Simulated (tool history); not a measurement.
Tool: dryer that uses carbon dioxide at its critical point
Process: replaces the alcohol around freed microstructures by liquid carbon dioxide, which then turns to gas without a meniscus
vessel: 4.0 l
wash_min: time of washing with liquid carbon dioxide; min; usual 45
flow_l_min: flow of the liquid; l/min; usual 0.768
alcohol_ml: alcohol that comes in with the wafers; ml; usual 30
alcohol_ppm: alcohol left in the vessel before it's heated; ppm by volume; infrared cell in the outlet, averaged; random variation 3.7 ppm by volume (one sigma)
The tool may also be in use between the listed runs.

run,day,wash_min,flow_l_min,alcohol_ml,alcohol_ppm
1,0.000,45,0.768,30,26
2,0.517,45,0.768,86,70
3,0.946,45,0.815,30,21
4,1.338,45,0.768,41,38
# day 1.696: inlet filter changed
5,1.812,45,0.768,41,29
6,2.171,45,0.768,41,24
7,2.617,45,0.768,41,33
8,3.029,45,0.768,41,32
9,3.342,45,0.768,119,68
10,3.646,45,0.768,30,25
11,3.938,45,0.768,30,31
12,4.408,45,0.768,30,26
13,4.808,45,0.768,30,20
14,5.162,45,0.768,30,24
15,5.654,45,0.768,30,33
16,6.167,45,0.768,30,22
17,6.633,45,0.710,30,37
18,7.171,62,0.710,55,19
19,7.400,45,1.045,30,23
20,7.862,42,0.768,30,35
21,8.096,45,0.498,48,271
22,8.483,45,0.498,48,269
23,8.958,29,1.036,30,42
24,9.312,29,0.927,48,106
25,9.833,45,0.728,70,68
26,10.133,45,0.728,70,67
27,10.608,43,1.193,34,18
28,10.854,43,1.193,34,21
29,11.329,52,0.780,31,22
30,11.625,31,0.589,66,740
31,12.150,31,0.881,66,146
32,12.504,31,0.881,66,147
33,12.738,45,0.611,67,166
34,13.029,48,1.302,85,16

The same runs without the tool's hidden state, with the same run-to-run variation:
The hidden state here: flow that reaches the vessel past the clogged filter, %; alcohol in the recycled carbon dioxide, ppm; drift of the gauge itself on alcohol_ppm, %.
run,alcohol_ppm
1,13
2,42
3,10
4,21
5,23
6,17
7,26
8,24
9,58
10,16
11,22
12,16
13,10
14,14
15,23
16,11
17,23
18,8
19,12
20,20
21,232
22,227
23,26
24,79
25,44
26,43
27,5
28,8
29,7
30,624
31,104
32,104
33,118
34,1

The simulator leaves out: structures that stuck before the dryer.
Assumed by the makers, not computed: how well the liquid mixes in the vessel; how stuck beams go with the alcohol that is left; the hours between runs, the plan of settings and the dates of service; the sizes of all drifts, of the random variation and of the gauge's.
